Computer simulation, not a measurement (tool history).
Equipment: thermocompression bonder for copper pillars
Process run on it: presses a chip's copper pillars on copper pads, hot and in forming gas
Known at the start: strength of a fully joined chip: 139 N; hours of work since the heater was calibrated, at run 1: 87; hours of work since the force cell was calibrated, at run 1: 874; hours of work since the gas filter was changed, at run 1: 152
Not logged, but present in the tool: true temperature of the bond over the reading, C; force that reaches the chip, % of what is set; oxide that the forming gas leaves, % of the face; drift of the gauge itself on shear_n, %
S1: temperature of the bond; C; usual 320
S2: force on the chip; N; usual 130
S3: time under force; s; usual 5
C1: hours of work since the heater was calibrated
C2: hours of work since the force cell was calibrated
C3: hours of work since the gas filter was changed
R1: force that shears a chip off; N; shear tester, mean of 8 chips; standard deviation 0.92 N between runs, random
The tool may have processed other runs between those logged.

run	day	S1	S2	S3	C1	C2	C3	R1
1	0.000	320	130	5	87	874	152	78.8
# day 0.446: forming gas filter changed
2	1.638	320	130	5	107	894	15	79.9
3	3.192	318	130	5	127	914	35	76.3
4	4.229	320	130	5	140	927	48	75.9
5	5.000	320	130	5	150	937	58	77.9
6	5.812	320	130	5	160	947	68	77.7
7	7.242	320	130	3	178	965	86	63.8
8	8.508	320	130	3	194	982	102	64.7
9	10.062	320	80	5	214	1001	122	50.9
10	10.983	320	80	5	226	1013	134	51.0
11	11.925	320	80	5	238	1025	146	51.1
12	12.717	344	130	5	248	1035	156	90.5
# day 12.983: forming gas filter changed
13	14.462	344	130	5	270	1057	19	89.7
14	15.679	320	98	5	285	1072	34	61.5
15	16.812	320	98	3	300	1087	49	48.3
16	18.421	320	98	3	320	1107	69	49.9
17	19.979	320	82	3	340	1127	89	41.3
18	21.533	320	130	3	359	1146	108	66.4
19	23.012	320	130	3	378	1165	127	64.7
20	24.562	320	130	5	398	1185	147	77.4
# day 25.425: forming gas filter changed
21	25.425	319	132	3	409	1196	0	66.2
22	26.200	320	147	14	418	1205	10	110.5
23	27.183	349	147	4	431	1218	22	94.1
24	28.550	349	147	4	448	1235	40	94.8
25	30.183	305	88	3	469	1256	60	39.8
26	30.983	330	151	8	479	1266	71	105.0
27	32.388	342	151	7	497	1284	88	107.3
28	34.033	342	151	7	518	1305	109	106.2
29	35.712	295	124	12	539	1326	131	84.6
30	36.812	342	82	3	553	1340	145	51.3
31	37.558	342	82	3	562	1350	154	51.2
# day 37.971: forming gas filter changed
32	38.408	342	82	3	573	1360	6	50.5
33	39.442	325	82	5	586	1373	19	54.0
34	40.683	325	82	5	602	1389	34	52.4
35	42.138	332	139	5	620	1407	53	89.5
36	43.838	320	88	3	642	1429	74	44.4
37	45.283	304	139	3	660	1447	93	60.9
38	46.308	320	130	3	673	1460	106	65.2
39	48.062	326	130	7	695	1483	128	88.9

Branching from run 39: 3 alternative next runs. What would each branch give?
A	49.217	321	108	3	710	1497	143	?
B	49.217	326	130	3	710	1497	143	?
C	49.217	320	87	5	710	1497	143	?

run	R1
A	55.8
B	66.3
C	54.5
The same runs, with their run-to-run variation unchanged, on a tool lacking any hidden condition would have given:
run	R1
A	55.9
B	66.5
C	54.7
